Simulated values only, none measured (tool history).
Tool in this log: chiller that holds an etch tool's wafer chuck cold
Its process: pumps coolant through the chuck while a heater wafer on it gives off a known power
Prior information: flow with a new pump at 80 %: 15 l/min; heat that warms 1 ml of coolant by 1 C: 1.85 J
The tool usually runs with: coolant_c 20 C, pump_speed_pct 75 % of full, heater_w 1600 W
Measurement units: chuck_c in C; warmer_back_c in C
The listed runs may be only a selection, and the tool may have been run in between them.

Run 1, hour 0: usual settings. Result: chuck_c 32.7 C, warmer_back_c 3.98 C.
Run 2, hour 52.9: usual settings but heater_w 847 W. Result: chuck_c 26.8 C, warmer_back_c 2.15 C.
Run 3, hour 123.3: usual settings but heater_w 847 W. Result: chuck_c 26.9 C, warmer_back_c 2.16 C.
Run 4, hour 157.6: usual settings. Result: chuck_c 32.9 C, warmer_back_c 3.99 C.
Run 5, hour 204.8: usual settings but coolant_c 17 C. Result: chuck_c 29.9 C, warmer_back_c 4.06 C.
Run 6, hour 271.6: usual settings but coolant_c 17 C. Result: chuck_c 30 C, warmer_back_c 4.07 C.
Run 7, hour 343.4: usual settings but coolant_c 17 C. Result: chuck_c 30 C, warmer_back_c 4.02 C.
Run 8, hour 415.4: usual settings but coolant_c 11 C. Result: chuck_c 24.1 C, warmer_back_c 4.06 C.
Run 9, hour 479.2: usual settings but heater_w 1055 W. Result: chuck_c 28.6 C, warmer_back_c 2.68 C.
Run 10, hour 512.2: usual settings but coolant_c 28 C, pump_speed_pct 82 % of full, heater_w 917 W. Result: chuck_c 35.3 C, warmer_back_c 2.04 C.
Run 11, hour 572.7: usual settings but coolant_c 28 C, pump_speed_pct 82 % of full, heater_w 917 W. Result: chuck_c 35.2 C, warmer_back_c 2.16 C.
Run 12, hour 622.1: usual settings but coolant_c 12 C, pump_speed_pct 72 % of full, heater_w 1370 W. Result: chuck_c 23.7 C, warmer_back_c 3.66 C.
Run 13, hour 686.6: usual settings but heater_w 1587 W. Result: chuck_c 33.3 C, warmer_back_c 4.09 C.
Run 14, hour 757.4: usual settings but coolant_c 23 C, pump_speed_pct 74 % of full, heater_w 2232 W. Result: chuck_c 41.5 C, warmer_back_c 5.81 C.
Run 15, hour 789.5: usual settings but coolant_c 23 C, pump_speed_pct 97 % of full, heater_w 1249 W. Result: chuck_c 31.7 C, warmer_back_c 2.36 C.

Selected run-to-run steps in chuck_c, each split into two signed amounts: the part the tool would show with no hidden state at all (from settings, incoming material and random variation), and the remainder, which goes to the hidden state together with any gauge scatter not common to the measured and the hidden-state-free results:
Hidden state present: heat passed by the chuck's channels, % of clean ones'; flow at a given pump speed, % of a new pump's; coolant's true temperature over the reading, C; drift of the gauge itself on chuck_c, C; drift of the gauge itself on warmer_back_c, C.
Run 11 -> 12: coolant_c 28 -> 12, pump_speed_pct 82 -> 72, heater_w 917 -> 1370. chuck_c -11.5 C: hidden state +0.6, all else -12.1.
Run 14 -> 15: pump_speed_pct 74 -> 97, heater_w 2232 -> 1249. chuck_c -9.8 C: hidden state -1.5, all else -8.3.
